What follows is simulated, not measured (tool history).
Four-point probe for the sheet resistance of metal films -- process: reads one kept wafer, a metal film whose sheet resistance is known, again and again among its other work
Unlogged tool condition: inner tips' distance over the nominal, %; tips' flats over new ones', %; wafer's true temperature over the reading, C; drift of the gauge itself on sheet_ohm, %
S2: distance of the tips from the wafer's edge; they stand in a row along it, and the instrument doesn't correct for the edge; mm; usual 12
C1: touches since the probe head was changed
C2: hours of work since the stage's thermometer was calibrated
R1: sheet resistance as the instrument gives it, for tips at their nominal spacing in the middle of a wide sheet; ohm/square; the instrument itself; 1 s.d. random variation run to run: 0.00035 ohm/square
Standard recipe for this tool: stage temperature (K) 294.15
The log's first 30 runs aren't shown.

Run 31, hour 454.2: usual settings but stage temperature (K) 303.15, S2 25 mm; C1 20025; C2 1404. Result: R1 1.747997 ohm/square.
Run 32, hour 473.8: usual settings but stage temperature (K) 295.15, S2 10 mm; C1 20377; C2 1416. Result: R1 1.762213 ohm/square.
Run 33, hour 490.7: usual settings but S2 20 mm; C1 20682; C2 1426. Result: R1 1.755312 ohm/square.
Run 34, hour 500.3: usual settings but S2 20 mm; C1 20857; C2 1432. Result: R1 1.756199 ohm/square.
Run 35, hour 519.1: usual settings but stage temperature (K) 296.15, S2 36 mm; C1 21195; C2 1443. Result: R1 1.752961 ohm/square.
Run 36, hour 528.0: usual settings but stage temperature (K) 296.15, S2 54 mm; C1 21355; C2 1448. Result: R1 1.752999 ohm/square.
Run 37, hour 546.2: usual settings but stage temperature (K) 291.15, S2 10 mm; C1 21685; C2 1459. Result: R1 1.765553 ohm/square.
Run 38, hour 561.1: usual settings but stage temperature (K) 303.15, S2 37 mm; C1 21952; C2 1468. Result: R1 1.747292 ohm/square.
Run 39, hour 575.7: usual settings but stage temperature (K) 297.15, S2 20 mm; C1 22215; C2 1477. Result: R1 1.753731 ohm/square.
Run 40, hour 595.4: usual settings but stage temperature (K) 292.15, S2 14 mm; C1 22571; C2 1489. Result: R1 1.760416 ohm/square.
Run 41, hour 609.3: usual settings but S2 7 mm; C1 22822; C2 1497. Result: R1 1.773358 ohm/square.

Run 42 comes next. What will it give?
Run 42, hour 626.3: usual settings but S2 17 mm; C1 23128; C2 1508. Result: R1 ?.

Run 42 came out at R1 1.756399 ohm/square.
Had the tool carried no hidden state, the very same run would have given R1 1.752164 ohm/square.
